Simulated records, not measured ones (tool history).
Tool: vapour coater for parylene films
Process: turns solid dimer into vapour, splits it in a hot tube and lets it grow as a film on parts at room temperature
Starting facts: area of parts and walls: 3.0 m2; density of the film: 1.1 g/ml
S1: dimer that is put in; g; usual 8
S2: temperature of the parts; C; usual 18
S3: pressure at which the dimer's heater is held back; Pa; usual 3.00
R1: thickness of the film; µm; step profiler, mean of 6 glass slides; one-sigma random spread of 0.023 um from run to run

{"run": 1, "day": 0.0, "S1": 8, "S2": 18, "S3": 3.0, "R1": 1.87}
{"run": 2, "day": 1.192, "S1": 8, "S2": 16, "S3": 3.0, "R1": 1.96}
{"run": 3, "day": 2.246, "S1": 8, "S2": 16, "S3": 3.0, "R1": 1.98}
{"run": 4, "day": 3.371, "S1": 8, "S2": 16, "S3": 3.0, "R1": 1.96}
{"run": 5, "day": 3.988, "S1": 9, "S2": 18, "S3": 3.0, "R1": 2.12}
{"run": 6, "day": 4.854, "S1": 9, "S2": 18, "S3": 3.0, "R1": 2.13}
{"run": 7, "day": 6.079, "S1": 8, "S2": 10, "S3": 3.0, "R1": 2.18}
{"day": 6.746, "done": "trap's valve overhauled"}
{"run": 8, "day": 7.45, "S1": 3, "S2": 16, "S3": 10.71, "R1": 0.56}
{"run": 9, "day": 8.171, "S1": 4, "S2": 27, "S3": 2.63, "R1": 0.82}
{"run": 10, "day": 8.892, "S1": 4, "S2": 27, "S3": 2.63, "R1": 0.85}
{"run": 11, "day": 10.042, "S1": 3, "S2": 27, "S3": 5.63, "R1": 0.57}
{"run": 12, "day": 11.104, "S1": 5, "S2": 18, "S3": 3.95, "R1": 1.13}
{"run": 13, "day": 12.183, "S1": 5, "S2": 18, "S3": 3.95, "R1": 1.14}

What if the next run were any one of these 5? Each begins from the tool's condition after run 13:
{"run": "A", "day": 12.833, "S1": 5, "S2": 18, "S3": 4.97, "R1": "?"}
{"run": "B", "day": 12.833, "S1": 4, "S2": 20, "S3": 3.86, "R1": "?"}
{"run": "C", "day": 12.833, "S1": 5, "S2": 18, "S3": 3.95, "R1": "?"}
{"run": "D", "day": 12.833, "S1": 6, "S2": 18, "S3": 3.0, "R1": "?"}
{"run": "E", "day": 12.833, "S1": 8, "S2": 21, "S3": 3.0, "R1": "?"}

run=A R1=1.08
run=B R1=0.87
run=C R1=1.09
run=D R1=1.41
run=E R1=1.81
Had the tool no hidden state, the same runs would have come out as:
run=A R1=1.08
run=B R1=0.87
run=C R1=1.09
run=D R1=1.41
run=E R1=1.82
